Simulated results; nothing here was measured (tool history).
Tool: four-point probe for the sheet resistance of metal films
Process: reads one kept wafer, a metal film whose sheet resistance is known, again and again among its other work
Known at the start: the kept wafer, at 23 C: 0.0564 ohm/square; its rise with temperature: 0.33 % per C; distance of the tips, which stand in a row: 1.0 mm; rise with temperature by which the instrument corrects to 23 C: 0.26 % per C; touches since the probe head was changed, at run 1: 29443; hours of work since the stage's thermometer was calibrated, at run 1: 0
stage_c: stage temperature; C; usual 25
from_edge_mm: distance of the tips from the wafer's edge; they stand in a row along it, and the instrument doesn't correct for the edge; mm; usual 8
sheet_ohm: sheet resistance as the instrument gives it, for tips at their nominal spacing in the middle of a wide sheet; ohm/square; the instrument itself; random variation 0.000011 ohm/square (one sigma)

run    hour  stage_c  from_edge_mm  touches since the probe head was changed  hours of work since the stage's thermometer was calibrated  sheet_ohm
  1     0.0       25             8                                     29443                                                           0   0.056335
  2   115.0       25             8                                     34737                                                          64   0.056348
  3   192.5       25             8                                     38306                                                         107   0.056326
  4   266.1       25             8                                     41695                                                         149   0.056314
  5   357.7       25             8                                     45912                                                         200   0.056298
  6   415.0       23             8                                     48549                                                         232   0.056187
  7   531.6       23             8                                     53921                                                         297   0.056175
  8   645.9       25             8                                     59183                                                         360   0.056251
  9   747.7       25             8                                     63868                                                         417   0.056251
 10   884.8       25             8                                     70182                                                         494   0.056220
 11   998.1       25             8                                     75397                                                         557   0.056179
 12  1085.0       25             8                                     79398                                                         605   0.056181
 13  1151.4       25             8                                     82455                                                         643   0.056180
 14  1243.5       25             8                                     86698                                                         694   0.056155
 15  1377.7       27             8                                     92875                                                         769   0.056221
 16  1452.7       25             6                                     96330                                                         811   0.056477
 17  1511.8       25            30                                     99051                                                         844   0.055674
 18  1608.0       25            30                                    103480                                                         897   0.055663
 19  1687.5       19             4                                    107141                                                         942   0.057166
 20  1772.4       25            22                                    111048                                                         989   0.055679
 21  1880.7       24            58                                    116034                                                        1050   0.055552
 22  2011.0       25             5                                    122033                                                        1122   0.056740
 23  2139.4       34             6                                    127948                                                        1194   0.056733
 24  2267.2       34             6                                    133831                                                        1265   0.056720
 25  2324.6       19            50                                    136473                                                        1297   0.055253
 26  2422.2       23            60                                    140966                                                        1352   0.055412
 27  2493.5       27             5                                    144249                                                        1392   0.056762
 28  2600.0       27             5                                    149153                                                        1451   0.056733
 29  2691.8       27             5                                    153382                                                        1502   0.056712
 30  2796.9       19             4                                    158220                                                        1561   0.056998
 31  2911.0       27            19                                    163471                                                        1625   0.055599
 32  3026.8       27            19                                    168805                                                        1689   0.055589
 33  3092.8       29            34                                    171844                                                        1726   0.055603
 34  3194.9       33            62                                    176543                                                        1783   0.055746
 35  3319.1       25             8                                    182264                                                        1852   0.055848
 36  3401.7       25            16                                    186065                                                        1898   0.055467

Forecast each of these 3 alternatives for the next run:
  A  3535.8       25            73                                    192239                                                        1973          ?
  B  3535.8       28            16                                    192239                                                        1973          ?
  C  3535.8       31             4                                    192239                                                        1973          ?

run  sheet_ohm
  A   0.055333
  B   0.055568
  C   0.057394
Without the tool's hidden state the same runs would have given:
run  sheet_ohm
  A   0.056488
  B   0.056728
  C   0.058588
